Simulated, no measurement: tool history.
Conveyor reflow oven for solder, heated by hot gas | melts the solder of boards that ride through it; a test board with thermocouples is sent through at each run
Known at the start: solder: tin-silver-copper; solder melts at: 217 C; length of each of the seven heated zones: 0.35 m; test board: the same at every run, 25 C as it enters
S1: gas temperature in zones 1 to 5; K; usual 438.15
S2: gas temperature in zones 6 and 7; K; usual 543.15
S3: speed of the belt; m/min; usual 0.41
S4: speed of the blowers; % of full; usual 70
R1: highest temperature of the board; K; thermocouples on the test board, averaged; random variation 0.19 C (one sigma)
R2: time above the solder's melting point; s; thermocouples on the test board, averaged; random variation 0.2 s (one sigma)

run	hour	S1	S2	S3	S4	R1	R2
1	0	438.15	543.15	0.41	70	528.05	76.8
2	11	438.15	543.15	0.41	70	528.25	77.2
3	21	438.15	543.15	0.41	70	527.85	76.8
4	41.5	438.15	543.15	0.41	70	528.35	76.7
5	55.2	438.15	543.15	0.41	90	531.45	80.7
6	66.2	438.15	543.15	0.41	90	531.25	80.9
7	82.6	438.15	543.15	0.41	90	530.95	80.8
8	97.6	438.15	543.15	0.41	90	531.15	80.6
9	109.4	438.15	543.15	0.41	90	531.25	80.5
10	125.5	438.15	558.15	0.41	90	544.75	89.9
11	139.7	438.15	558.15	0.41	90	544.85	89.4
12	159.6	438.15	558.15	0.41	90	544.75	89.5
13	177.1	438.15	543.15	0.366	70	531.05	89.9
14	194.9	438.15	543.15	0.366	70	530.95	90.3
15	208.4	438.15	543.15	0.41	81	529.45	78.3
16	225.1	438.15	543.15	0.41	81	529.95	78.6
17	243.4	438.15	543.15	0.41	81	529.25	78.4
18	263.5	444.15	538.15	0.41	70	524.25	75.3
19	279.2	444.15	538.15	0.41	70	526.75	79.1
20	297.2	425.15	543.15	0.361	61	530.25	85.8
21	316	444.15	543.15	0.38	61	531.25	89.3
22	328.5	441.15	543.15	0.479	59	522.95	61
23	345.3	449.15	533.15	0.396	77	524.35	83.4
24	357.6	451.15	546.15	0.396	72	535.95	92.9
25	373.7	438.15	532.15	0.404	70	520.55	71.8
26	382.8	438.15	543.15	0.342	84	536.45	103.9
27	398.2	438.15	543.15	0.342	84	536.25	103.7
28	420.2	453.15	541.15	0.41	58	527.95	83.6
29	430.5	453.15	541.15	0.404	58	528.35	85.6
30	440.4	438.15	534.15	0.359	70	525.55	87.5
31	456.7	433.15	542.15	0.4	63	527.55	76.8
32	472	433.15	542.15	0.4	63	527.75	76.6

Taken out of this log: 2 entries between the listed runs. Where each belongs, and how the hidden state differs across it:
Between runs 10 and 11: flux residue cleaned out of gas plates and filters (hour 136.5)
  heat that the gas passes to the board, % of a clean oven's: 90.2 -> 88.7; belt's true speed, % of the reading: 98.95 -> 98.94; true gas temperature in zones 6 and 7 over the reading, C: -0.28 -> -0.26
  measured less the result without the state, R1: -2.4 -> -2.8 K; R2: -0.7 -> -0.8 s
Between runs 18 and 19: flux residue cleaned out of gas plates and filters, once more (hour 275.7)
  heat that the gas passes to the board, % of a clean oven's: 87.1 -> 99.8; belt's true speed, % of the reading: 98.85 -> 98.84; true gas temperature in zones 6 and 7 over the reading, C: -0.07 -> -0.05
  measured less the result without the state, R1: -2.4 -> +0.2 K; R2: -2.4 -> +1.2 s
